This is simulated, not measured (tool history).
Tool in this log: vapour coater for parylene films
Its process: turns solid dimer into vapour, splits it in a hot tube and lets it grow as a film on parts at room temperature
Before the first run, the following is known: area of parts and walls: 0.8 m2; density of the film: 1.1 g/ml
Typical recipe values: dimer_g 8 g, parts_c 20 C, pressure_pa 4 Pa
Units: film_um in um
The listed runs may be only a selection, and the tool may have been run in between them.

{"run": 1, "hour": 0.0, "dimer_g": 8, "parts_c": 20, "pressure_pa": 4, "film_um": 5.56}
{"run": 2, "hour": 13.5, "dimer_g": 8, "parts_c": 20, "pressure_pa": 3.93, "film_um": 5.58}
{"run": 3, "hour": 27.9, "dimer_g": 8, "parts_c": 20, "pressure_pa": 3.93, "film_um": 5.53}
{"run": 4, "hour": 42.1, "dimer_g": 3, "parts_c": 20, "pressure_pa": 4, "film_um": 2.08}
{"run": 5, "hour": 53.1, "dimer_g": 3, "parts_c": 20, "pressure_pa": 4.21, "film_um": 2.06}
{"run": 6, "hour": 70.0, "dimer_g": 8, "parts_c": 20, "pressure_pa": 4, "film_um": 5.48}
{"run": 7, "hour": 87.6, "dimer_g": 8, "parts_c": 20, "pressure_pa": 4, "film_um": 5.51}
{"run": 8, "hour": 109.3, "dimer_g": 8, "parts_c": 20, "pressure_pa": 4, "film_um": 5.47}
{"run": 9, "hour": 128.0, "dimer_g": 8, "parts_c": 20, "pressure_pa": 4, "film_um": 5.49}
{"run": 10, "hour": 148.6, "dimer_g": 8, "parts_c": 13, "pressure_pa": 4, "film_um": 6.49}
{"run": 11, "hour": 159.7, "dimer_g": 8, "parts_c": 13, "pressure_pa": 4, "film_um": 6.49}
{"run": 12, "hour": 173.6, "dimer_g": 6, "parts_c": 13, "pressure_pa": 4, "film_um": 4.89}
{"run": 13, "hour": 184.6, "dimer_g": 8, "parts_c": 27, "pressure_pa": 4, "film_um": 4.6}
{"run": 14, "hour": 199.1, "dimer_g": 8, "parts_c": 20, "pressure_pa": 4, "film_um": 5.48}
{"run": 15, "hour": 219.3, "dimer_g": 4, "parts_c": 20, "pressure_pa": 4, "film_um": 2.7}
{"run": 16, "hour": 235.2, "dimer_g": 4, "parts_c": 20, "pressure_pa": 4, "film_um": 2.72}
{"run": 17, "hour": 244.6, "dimer_g": 4, "parts_c": 17, "pressure_pa": 2.99, "film_um": 2.97}
{"run": 18, "hour": 255.6, "dimer_g": 4, "parts_c": 17, "pressure_pa": 2.99, "film_um": 2.96}
{"run": 19, "hour": 274.3, "dimer_g": 13, "parts_c": 19, "pressure_pa": 2.82, "film_um": 9.15}
{"run": 20, "hour": 294.1, "dimer_g": 8, "parts_c": 20, "pressure_pa": 2.49, "film_um": 5.55}
{"run": 21, "hour": 315.2, "dimer_g": 6, "parts_c": 20, "pressure_pa": 4, "film_um": 4.03}
{"run": 22, "hour": 325.4, "dimer_g": 8, "parts_c": 20, "pressure_pa": 4, "film_um": 5.31}
{"run": 23, "hour": 334.8, "dimer_g": 10, "parts_c": 15, "pressure_pa": 2.45, "film_um": 7.83}
{"run": 24, "hour": 350.7, "dimer_g": 7, "parts_c": 24, "pressure_pa": 7.69, "film_um": 4.04}
{"run": 25, "hour": 367.1, "dimer_g": 8, "parts_c": 20, "pressure_pa": 3.64, "film_um": 5.36}
{"run": 26, "hour": 379.9, "dimer_g": 8, "parts_c": 20, "pressure_pa": 7.22, "film_um": 5.12}
{"run": 27, "hour": 401.9, "dimer_g": 3, "parts_c": 20, "pressure_pa": 5.68, "film_um": 1.95}
{"run": 28, "hour": 418.0, "dimer_g": 8, "parts_c": 16, "pressure_pa": 5.35, "film_um": 5.72}
{"run": 29, "hour": 433.2, "dimer_g": 13, "parts_c": 20, "pressure_pa": 8.78, "film_um": 8.27}
{"run": 30, "hour": 442.2, "dimer_g": 10, "parts_c": 32, "pressure_pa": 6.01, "film_um": 4.79}
{"run": 31, "hour": 460.2, "dimer_g": 11, "parts_c": 24, "pressure_pa": 6.01, "film_um": 6.43}
{"run": 32, "hour": 480.7, "dimer_g": 11, "parts_c": 24, "pressure_pa": 6.01, "film_um": 6.34}

Run by run, hidden condition taken away, random variation retained:
Hidden state at play: vapour lost through the trap's worn valve, %; true temperature of the parts over the reading, C; drift of the gauge itself on film_um, %.
run=1 film_um=5.65
run=2 film_um=5.69
run=3 film_um=5.64
run=4 film_um=2.13
run=5 film_um=2.11
run=6 film_um=5.62
run=7 film_um=5.66
run=8 film_um=5.64
run=9 film_um=5.66
run=10 film_um=6.71
run=11 film_um=6.72
run=12 film_um=5.08
run=13 film_um=4.78
run=14 film_um=5.7
run=15 film_um=2.82
run=16 film_um=2.84
run=17 film_um=3.11
run=18 film_um=3.1
run=19 film_um=9.62
run=20 film_um=5.85
run=21 film_um=4.26
run=22 film_um=5.61
run=23 film_um=8.29
run=24 film_um=4.29
run=25 film_um=5.69
run=26 film_um=5.45
run=27 film_um=2.08
run=28 film_um=6.13
run=29 film_um=8.87
run=30 film_um=5.14
run=31 film_um=6.92
run=32 film_um=6.84
